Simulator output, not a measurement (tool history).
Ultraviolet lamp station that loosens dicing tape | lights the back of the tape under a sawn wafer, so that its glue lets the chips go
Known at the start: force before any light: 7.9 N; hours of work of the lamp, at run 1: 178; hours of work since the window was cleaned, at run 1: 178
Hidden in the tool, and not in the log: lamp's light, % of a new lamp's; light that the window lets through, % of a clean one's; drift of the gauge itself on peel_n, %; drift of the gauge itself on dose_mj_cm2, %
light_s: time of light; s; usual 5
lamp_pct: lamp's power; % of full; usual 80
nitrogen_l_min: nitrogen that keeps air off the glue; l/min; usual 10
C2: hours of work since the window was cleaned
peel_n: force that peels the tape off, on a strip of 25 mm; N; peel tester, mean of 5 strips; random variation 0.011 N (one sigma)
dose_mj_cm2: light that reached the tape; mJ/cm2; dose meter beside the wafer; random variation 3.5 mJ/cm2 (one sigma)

Run 1, hour 0: usual settings; hours of work of the lamp 178; C2 178. Result: peel_n 0.503 N, dose_mj_cm2 573 mJ/cm2.
Run 2, hour 41.3: usual settings; hours of work of the lamp 203; C2 203. Result: peel_n 0.503 N, dose_mj_cm2 578 mJ/cm2.
Run 3, hour 70.3: usual settings; hours of work of the lamp 220; C2 220. Result: peel_n 0.513 N, dose_mj_cm2 571 mJ/cm2.
Run 4, hour 99.4: usual settings; hours of work of the lamp 237; C2 237. Result: peel_n 0.522 N, dose_mj_cm2 581 mJ/cm2.
Run 5, hour 136: usual settings; hours of work of the lamp 259; C2 259. Result: peel_n 0.501 N, dose_mj_cm2 578 mJ/cm2.
Run 6, hour 168.7: usual settings; hours of work of the lamp 278; C2 278. Result: peel_n 0.515 N, dose_mj_cm2 573 mJ/cm2.
Run 7, hour 204.3: usual settings but nitrogen_l_min 19 l/min; hours of work of the lamp 299; C2 299. Result: peel_n 0.319 N, dose_mj_cm2 581 mJ/cm2.
Run 8, hour 249.4: usual settings but nitrogen_l_min 9 l/min; hours of work of the lamp 326; C2 326. Result: peel_n 0.531 N, dose_mj_cm2 577 mJ/cm2.
Run 9, hour 289.6: usual settings but nitrogen_l_min 9 l/min; hours of work of the lamp 350; C2 350. Result: peel_n 0.541 N, dose_mj_cm2 574 mJ/cm2.
Run 10, hour 331.1: usual settings; hours of work of the lamp 374; C2 374. Result: peel_n 0.515 N, dose_mj_cm2 572 mJ/cm2.
Run 11, hour 354: usual settings but lamp_pct 81 % of full; hours of work of the lamp 388; C2 388. Result: peel_n 0.477 N, dose_mj_cm2 585 mJ/cm2.
Run 12, hour 375.4: usual settings; hours of work of the lamp 400; C2 400. Result: peel_n 0.495 N, dose_mj_cm2 577 mJ/cm2.
Run 13, hour 413.1: usual settings; hours of work of the lamp 423; C2 423. Result: peel_n 0.502 N, dose_mj_cm2 574 mJ/cm2.
Run 14, hour 441.7: usual settings but nitrogen_l_min 18 l/min; hours of work of the lamp 440; C2 440. Result: peel_n 0.348 N, dose_mj_cm2 575 mJ/cm2.
Run 15, hour 477.3: usual settings but nitrogen_l_min 18 l/min; hours of work of the lamp 461; C2 461. Result: peel_n 0.347 N, dose_mj_cm2 578 mJ/cm2.
Run 16, hour 501.7: usual settings; hours of work of the lamp 475; C2 475. Result: peel_n 0.499 N, dose_mj_cm2 578 mJ/cm2.
Run 17, hour 527.3: usual settings; hours of work of the lamp 490; C2 490. Result: peel_n 0.504 N, dose_mj_cm2 569 mJ/cm2.
Run 18, hour 546.4: usual settings; hours of work of the lamp 502; C2 502. Result: peel_n 0.495 N, dose_mj_cm2 578 mJ/cm2.
Run 19, hour 587: usual settings but nitrogen_l_min 7 l/min; hours of work of the lamp 526; C2 526. Result: peel_n 0.671 N, dose_mj_cm2 579 mJ/cm2.
Run 20, hour 605.6: usual settings; hours of work of the lamp 537; C2 537. Result: peel_n 0.506 N, dose_mj_cm2 578 mJ/cm2.
Run 21, hour 627.9: usual settings but light_s 9 s; hours of work of the lamp 550; C2 550. Result: peel_n 0.206 N, dose_mj_cm2 1036 mJ/cm2.
At hour 631.9: window cleaned of glue's vapour.
Run 22, hour 660.3: usual settings but light_s 9 s, nitrogen_l_min 4 l/min; hours of work of the lamp 569; C2 17. Result: peel_n 0.331 N, dose_mj_cm2 1044 mJ/cm2.
Run 23, hour 688.6: usual settings but light_s 4 s, lamp_pct 84 % of full; hours of work of the lamp 585; C2 34. Result: peel_n 0.716 N, dose_mj_cm2 484 mJ/cm2.
Run 24, hour 730.2: usual settings but light_s 4 s, lamp_pct 84 % of full; hours of work of the lamp 610; C2 58. Result: peel_n 0.678 N, dose_mj_cm2 480 mJ/cm2.
Run 25, hour 759.8: usual settings but light_s 2 s, lamp_pct 84 % of full; hours of work of the lamp 628; C2 76. Result: peel_n 2.248 N, dose_mj_cm2 236 mJ/cm2.
Run 26, hour 786.7: usual settings but light_s 8 s, lamp_pct 65 % of full, nitrogen_l_min 8 l/min; hours of work of the lamp 644; C2 92. Result: peel_n 0.368 N, dose_mj_cm2 754 mJ/cm2.
Run 27, hour 818.4: usual settings but light_s 8 s, lamp_pct 63 % of full, nitrogen_l_min 8 l/min; hours of work of the lamp 662; C2 110. Result: peel_n 0.384 N, dose_mj_cm2 728 mJ/cm2.
Run 28, hour 856.7: usual settings but light_s 8 s, lamp_pct 71 % of full, nitrogen_l_min 8 l/min; hours of work of the lamp 685; C2 133. Result: peel_n 0.313 N, dose_mj_cm2 819 mJ/cm2.

Run 29 comes next. What will it give?
Run 29, hour 881.5: usual settings but lamp_pct 68 % of full; hours of work of the lamp 700; C2 148. Result: peel_n ?, dose_mj_cm2 ?.

{"run 29": {"peel_n": 0.721, "dose_mj_cm2": 492}}
Without the tool's hidden state the same run would have given peel_n 0.72 N, dose_mj_cm2 492 mJ/cm2.

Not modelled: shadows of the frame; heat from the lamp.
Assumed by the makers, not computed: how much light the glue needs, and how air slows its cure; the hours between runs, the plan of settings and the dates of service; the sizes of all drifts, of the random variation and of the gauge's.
